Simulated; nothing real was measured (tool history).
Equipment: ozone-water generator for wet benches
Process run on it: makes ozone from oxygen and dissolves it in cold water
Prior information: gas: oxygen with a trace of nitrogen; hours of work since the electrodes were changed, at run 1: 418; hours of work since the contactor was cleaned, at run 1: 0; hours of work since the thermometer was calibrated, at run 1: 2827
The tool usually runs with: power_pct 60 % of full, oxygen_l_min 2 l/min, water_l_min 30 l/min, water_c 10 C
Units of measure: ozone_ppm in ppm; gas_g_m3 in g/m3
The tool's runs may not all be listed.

| run | hour | power_pct | oxygen_l_min | water_l_min | water_c | hours of work since the electrodes were changed | hours of work since the contactor was cleaned | hours of work since the thermometer was calibrated | ozone_ppm | gas_g_m3 |
|---|---|---|---|---|---|---|---|---|---|---|
| 1 | 0 | 60 | 2 | 30 | 10 | 418 | 0 | 2827 | 6.5 | 191.7 |
| 2 | 12.8 | 60 | 2 | 30 | 10 | 427 | 9 | 2836 | 6.4 | 187.5 |
| 3 | 32.4 | 72 | 2 | 30 | 10 | 441 | 23 | 2850 | 7.1 | 219.5 |
| 4 | 61.5 | 60 | 3.55 | 30 | 10 | 462 | 44 | 2871 | 7.7 | 145.6 |
| 5 | 89.5 | 60 | 2 | 30 | 10 | 482 | 64 | 2891 | 6.4 | 189.9 |
| 6 | 117.5 | 60 | 2 | 30 | 10 | 502 | 84 | 2911 | 6.3 | 189.2 |
| 7 | 145.8 | 60 | 2 | 28 | 10 | 522 | 104 | 2931 | 6.9 | 191.3 |
| 8 | 162.6 | 60 | 2 | 30 | 10 | 534 | 116 | 2944 | 6.3 | 192.3 |
| 9 | 177.2 | 60 | 2 | 30 | 10 | 545 | 127 | 2954 | 6.4 | 191.9 |
| 10 | 207 | 60 | 2 | 30 | 10 | 566 | 148 | 2975 | 6.7 | 189.3 |
| 11 | 237.9 | 60 | 2 | 30 | 10 | 588 | 170 | 2997 | 6.2 | 188.4 |
|  | 243.5 | contactor cleaned |
| 12 | 267 | 60 | 2 | 30 | 10 | 606 | 17 | 3015 | 6.4 | 191 |
| 13 | 291.3 | 60 | 2 | 30 | 10 | 623 | 34 | 3033 | 6.3 | 189.3 |
|  | 300.3 | contactor cleaned, once more |
| 14 | 320.6 | 60 | 2 | 30 | 10 | 642 | 15 | 3051 | 6.4 | 190.5 |
| 15 | 351.1 | 60 | 2 | 30 | 10 | 663 | 36 | 3073 | 6.4 | 190.9 |
| 16 | 378.6 | 60 | 2 | 30 | 13 | 683 | 56 | 3092 | 6.4 | 187.6 |
| 17 | 394.7 | 55 | 2 | 30 | 5 | 695 | 68 | 3104 | 6.1 | 177.7 |
| 18 | 421.7 | 50 | 2 | 32 | 5 | 714 | 87 | 3123 | 5.5 | 165.4 |
| 19 | 448.8 | 87 | 2 | 45 | 14 | 733 | 106 | 3143 | 5.2 | 250.3 |
| 20 | 465.7 | 87 | 2 | 45 | 14 | 745 | 118 | 3155 | 5.2 | 251.4 |
| 21 | 494.8 | 87 | 1.34 | 26 | 6 | 766 | 139 | 3176 | 8.6 | 305.6 |
| 22 | 514.9 | 60 | 2.57 | 21 | 6 | 781 | 154 | 3190 | 10.4 | 168.7 |
| 23 | 535.1 | 72 | 1.9 | 21 | 9 | 795 | 168 | 3204 | 10.6 | 221.5 |
| 24 | 560.6 | 72 | 1.9 | 21 | 9 | 813 | 186 | 3223 | 10.5 | 220.9 |
| 25 | 580.7 | 74 | 2.87 | 21 | 9 | 828 | 201 | 3237 | 12.3 | 187.8 |
| 26 | 607.1 | 74 | 2.69 | 21 | 9 | 847 | 220 | 3256 | 12.1 | 191.6 |
| 27 | 635.3 | 74 | 2.69 | 21 | 9 | 867 | 240 | 3276 | 12.1 | 190.8 |
| 28 | 662.5 | 82 | 2.69 | 20 | 9 | 886 | 259 | 3296 | 13.7 | 207.8 |
| 29 | 682.9 | 51 | 1.15 | 29 | 8 | 901 | 274 | 3310 | 4.4 | 214.2 |
| 30 | 699.6 | 60 | 1.1 | 30 | 10 | 913 | 286 | 3322 | 4.9 | 248.1 |
| 31 | 727.7 | 44 | 1.16 | 33 | 15 | 933 | 306 | 3342 | 3.6 | 190.9 |
| 32 | 750 | 76 | 2.62 | 41 | 16 | 949 | 322 | 3358 | 5.7 | 198.7 |

Branching from run 32: 4 alternative next runs. What would each branch give?
| A | 771.9 | 44 | 1.61 | 34 | 10 | 965 | 338 | 3374 | ? | ? |
| B | 771.9 | 89 | 2.62 | 41 | 11 | 965 | 338 | 3374 | ? | ? |
| C | 771.9 | 76 | 1.85 | 27 | 16 | 965 | 338 | 3374 | ? | ? |
| D | 771.9 | 57 | 2.62 | 22 | 16 | 965 | 338 | 3374 | ? | ? |

| run | ozone_ppm | gas_g_m3 |
|---|---|---|
| A | 3.8 | 165 |
| B | 6.7 | 224.9 |
| C | 7.8 | 232.6 |
| D | 8.8 | 160.2 |
Without the tool's hidden state the same runs would have given:
| run | ozone_ppm | gas_g_m3 |
|---|---|---|
| A | 3.9 | 167.8 |
| B | 7 | 232 |
| C | 8.1 | 239.3 |
| D | 9 | 163.8 |

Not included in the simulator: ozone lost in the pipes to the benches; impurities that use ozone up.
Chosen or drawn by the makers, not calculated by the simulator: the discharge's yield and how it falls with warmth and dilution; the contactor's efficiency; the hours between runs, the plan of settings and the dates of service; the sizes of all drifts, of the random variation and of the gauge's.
